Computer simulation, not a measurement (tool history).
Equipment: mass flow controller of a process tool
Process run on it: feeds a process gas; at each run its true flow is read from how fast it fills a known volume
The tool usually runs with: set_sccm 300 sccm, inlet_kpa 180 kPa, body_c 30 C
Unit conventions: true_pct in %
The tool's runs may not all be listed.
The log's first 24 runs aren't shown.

| run | hour | set_sccm | inlet_kpa | body_c | hours of work since the controller was set to zero | hours of work since the controller was changed | true_pct |
|---|---|---|---|---|---|---|---|
|  | 1172.6 | controller's zero set anew |
| 25 | 1232.0 | 240 | 202 | 33 | 26 | 898 | 99.74 |
| 26 | 1285.2 | 300 | 198 | 23 | 49 | 921 | 100.43 |
| 27 | 1323.7 | 300 | 198 | 23 | 65 | 938 | 100.42 |
| 28 | 1368.3 | 234 | 236 | 30 | 84 | 957 | 100.32 |
| 29 | 1404.3 | 234 | 236 | 30 | 100 | 973 | 100.31 |
| 30 | 1448.6 | 234 | 236 | 30 | 119 | 992 | 100.32 |
|  | 1496.3 | controller's zero set anew, once more |
| 31 | 1504.7 | 234 | 236 | 30 | 4 | 1016 | 99.13 |
| 32 | 1547.9 | 234 | 236 | 30 | 22 | 1035 | 99.13 |
| 33 | 1601.0 | 237 | 156 | 24 | 45 | 1057 | 99.18 |
| 34 | 1667.4 | 308 | 167 | 32 | 74 | 1086 | 98.63 |
| 35 | 1735.2 | 308 | 167 | 32 | 103 | 1115 | 98.51 |
| 36 | 1787.1 | 914 | 167 | 32 | 125 | 1138 | 99.03 |
| 37 | 1845.4 | 300 | 207 | 32 | 151 | 1163 | 98.81 |
| 38 | 1913.3 | 307 | 152 | 33 | 180 | 1192 | 98.45 |
| 39 | 1955.2 | 307 | 152 | 33 | 198 | 1210 | 98.41 |
| 40 | 2017.3 | 303 | 180 | 30 | 225 | 1237 | 98.89 |
| 41 | 2070.6 | 303 | 180 | 30 | 248 | 1260 | 98.91 |
| 42 | 2131.6 | 303 | 180 | 30 | 274 | 1286 | 99.01 |

Branching from run 42: 4 alternative next runs. What would each branch give?
| A | 2199.7 | 300 | 272 | 30 | 304 | 1316 | ? |
| B | 2199.7 | 303 | 140 | 29 | 304 | 1316 | ? |
| C | 2199.7 | 509 | 151 | 33 | 304 | 1316 | ? |
| D | 2199.7 | 303 | 143 | 33 | 304 | 1316 | ? |

| run | true_pct |
|---|---|
| A | 99.68 |
| B | 98.75 |
| C | 98.59 |
| D | 98.48 |
With the hidden condition removed and each run's random variation left untouched, the same runs would have given:
| run | true_pct |
|---|---|
| A | 99.33 |
| B | 98.40 |
| C | 98.36 |
| D | 98.13 |
